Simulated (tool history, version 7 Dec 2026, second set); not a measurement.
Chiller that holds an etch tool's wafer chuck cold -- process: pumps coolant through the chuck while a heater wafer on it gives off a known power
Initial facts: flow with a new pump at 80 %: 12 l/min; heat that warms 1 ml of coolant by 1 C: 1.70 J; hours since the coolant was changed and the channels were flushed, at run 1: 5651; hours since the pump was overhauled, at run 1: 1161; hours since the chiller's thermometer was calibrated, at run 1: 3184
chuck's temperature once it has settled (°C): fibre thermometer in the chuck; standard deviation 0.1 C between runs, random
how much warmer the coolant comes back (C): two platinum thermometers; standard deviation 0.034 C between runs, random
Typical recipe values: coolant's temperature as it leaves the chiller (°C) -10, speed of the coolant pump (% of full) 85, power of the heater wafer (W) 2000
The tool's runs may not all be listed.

| run | hour | coolant's temperature as it leaves the chiller (°C) | speed of the coolant pump (% of full) | power of the heater wafer (W) | hours since the coolant was changed and the channels were flushed | hours since the pump was overhauled | hours since the chiller's thermometer was calibrated | chuck's temperature once it has settled (°C) | how much warmer the coolant comes back (C) |
|---|---|---|---|---|---|---|---|---|---|
| 1 | 0.0 | -10 | 85 | 2000 | 5651 | 1161 | 3184 | 7.2 | 5.55 |
| 2 | 22.2 | -10 | 85 | 2000 | 5673 | 1183 | 3206 | 6.9 | 5.51 |
| 3 | 39.8 | -10 | 85 | 2000 | 5690 | 1201 | 3224 | 7.1 | 5.60 |
| 4 | 62.0 | -10 | 85 | 2000 | 5713 | 1223 | 3246 | 7.0 | 5.57 |
| 5 | 91.7 | -10 | 85 | 2000 | 5742 | 1253 | 3275 | 7.5 | 5.54 |
| 6 | 112.5 | -10 | 85 | 2000 | 5763 | 1274 | 3296 | 7.2 | 5.60 |
| 7 | 146.1 | -10 | 85 | 1380 | 5797 | 1307 | 3330 | 1.8 | 3.82 |
| 8 | 164.5 | -10 | 85 | 1380 | 5815 | 1326 | 3348 | 1.8 | 3.81 |
| 9 | 199.7 | -10 | 85 | 1380 | 5850 | 1361 | 3384 | 1.9 | 3.86 |
| 10 | 230.2 | -10 | 85 | 1380 | 5881 | 1391 | 3414 | 1.8 | 3.79 |
| 11 | 266.9 | -10 | 85 | 1380 | 5918 | 1428 | 3451 | 1.9 | 3.86 |
|  | 269.8 | chiller's thermometer calibrated |
| 12 | 299.4 | -10 | 85 | 2000 | 5949 | 1460 | 30 | 7.2 | 5.55 |
| 13 | 329.7 | -10 | 85 | 2000 | 5979 | 1490 | 60 | 7.1 | 5.58 |
| 14 | 364.7 | -10 | 85 | 2000 | 6014 | 1525 | 95 | 7.0 | 5.57 |
| 15 | 388.2 | -16 | 85 | 2000 | 6038 | 1548 | 118 | 1.1 | 5.54 |
| 16 | 414.2 | -16 | 85 | 2000 | 6064 | 1574 | 144 | 1.1 | 5.51 |
| 17 | 434.0 | -10 | 82 | 2000 | 6084 | 1594 | 164 | 7.6 | 5.73 |
| 18 | 467.7 | -10 | 85 | 1162 | 6117 | 1628 | 198 | 0.0 | 3.21 |
| 19 | 496.6 | -10 | 90 | 2000 | 6146 | 1657 | 227 | 6.3 | 5.24 |
| 20 | 513.3 | -19 | 76 | 1220 | 6163 | 1674 | 243 | -7.7 | 3.75 |
| 21 | 529.9 | -5 | 85 | 2904 | 6180 | 1690 | 260 | 20.0 | 8.03 |

Hidden state at the last listed run before each entry between runs and at the first one after, where it differs:
Run 11 -> run 12: chiller's thermometer calibrated (hour 269.8)
  both runs share identical hidden conditions
